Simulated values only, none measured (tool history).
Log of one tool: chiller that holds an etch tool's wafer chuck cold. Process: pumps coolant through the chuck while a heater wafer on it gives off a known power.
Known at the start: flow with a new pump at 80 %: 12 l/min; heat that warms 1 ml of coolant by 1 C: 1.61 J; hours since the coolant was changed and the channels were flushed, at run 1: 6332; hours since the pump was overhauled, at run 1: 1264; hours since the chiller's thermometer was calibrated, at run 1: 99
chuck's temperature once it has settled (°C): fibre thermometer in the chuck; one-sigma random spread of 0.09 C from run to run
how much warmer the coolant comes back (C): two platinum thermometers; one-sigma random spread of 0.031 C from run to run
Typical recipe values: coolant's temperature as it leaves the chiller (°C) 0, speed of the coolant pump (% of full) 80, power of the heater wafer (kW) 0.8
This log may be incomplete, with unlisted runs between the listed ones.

run,hour,coolant's temperature as it leaves the chiller (°C),speed of the coolant pump (% of full),power of the heater wafer (kW),hours since the coolant was changed and the channels were flushed,hours since the pump was overhauled,hours since the chiller's thermometer was calibrated,chuck's temperature once it has settled (°C),how much warmer the coolant comes back (C)
1,0,0,80,0.8,6332,1264,99,6.75,2.42
2,100.2,0,80,0.8,6432,1364,199,6.59,2.49
3,207.5,0,80,0.635,6539,1472,306,5.16,1.98
4,369.1,0,80,0.635,6701,1633,468,5.21,2.03
5,554.3,0,85,0.635,6886,1819,653,5.17,1.91
6,642.9,0,63,0.635,6975,1907,741,5.88,2.57
7,751.9,0,63,0.635,7084,2016,850,5.84,2.55
# hour 835.4: coolant changed, channels flushed
8,921.3,0,63,0.635,86,2180,1014,5.6,2.6
9,1106.2,0,80,0.8,271,2364,1199,5.99,2.58
10,1208.6,0,80,0.427,373,2467,1301,3.24,1.39
11,1329.5,-2,80,0.8,494,2588,1422,3.83,2.57
12,1481.9,-2,80,0.8,646,2740,1574,4.03,2.59
13,1691.6,0,80,0.8,856,2950,1784,5.81,2.59
14,1898,0,80,0.8,1063,3156,1991,6.18,2.62
15,2032.6,0,80,0.8,1197,3291,2125,5.9,2.58
16,2122.9,0,80,0.8,1288,3381,2215,6.01,2.64
17,2301.8,0,80,0.8,1466,3560,2394,6.02,2.6
18,2458.7,0,80,0.8,1623,3717,2551,5.92,2.6
19,2583.9,1,83,0.563,1749,3842,2676,4.85,1.76
20,2688.1,1,83,0.563,1853,3946,2781,4.94,1.82
# hour 2710.9: coolant pump overhauled
21,2881.2,8,82,0.8,2041,170,2969,14.02,2.6
22,3016.5,3,61,0.455,2176,306,3104,6.79,2.02
23,3137.6,9,66,0.837,2297,427,3225,16.01,3.43
# hour 3263.9: chiller's thermometer calibrated
24,3263.9,-7,85,0.917,2423,552,0,0.19,2.91
25,3432.6,-7,85,0.917,2591,721,169,0.4,2.91
26,3608,-6,84,0.662,2767,896,344,-0.68,2.15
27,3735.9,-6,86,0.449,2895,1024,472,-2.39,1.43
# hour 3921.2: coolant pump overhauled, once more
28,3934.9,0,79,0.491,3089,14,666,3.73,1.53
29,4029.2,0,80,0.45,3183,108,760,3.37,1.41
30,4226.4,1,80,0.854,3380,305,957,7.65,2.6
31,4312.6,1,80,0.854,3466,391,1044,7.59,2.69

Consider 5 possible next runs. They are alternatives, not a sequence: every one starts from the tool as it was left by run 31. What does each give?
A,4407.4,-3,60,0.918,3561,486,1139,?,?
B,4407.4,-8,80,0.854,3561,486,1139,?,?
C,4407.4,-7,92,0.58,3561,486,1139,?,?
D,4407.4,4,94,0.4,3561,486,1139,?,?
E,4407.4,1,80,0.867,3561,486,1139,?,?

run,chuck's temperature once it has settled (°C),how much warmer the coolant comes back (C)
A,5.17,3.76
B,-1.41,2.63
C,-3.07,1.6
D,6.75,1.06
E,7.67,2.74
With the hidden condition removed and each run's random variation left untouched, the same runs would have given:
run,chuck's temperature once it has settled (°C),how much warmer the coolant comes back (C)
A,5.07,3.74
B,-1.46,2.61
C,-3.04,1.59
D,6.83,1.05
E,7.61,2.72
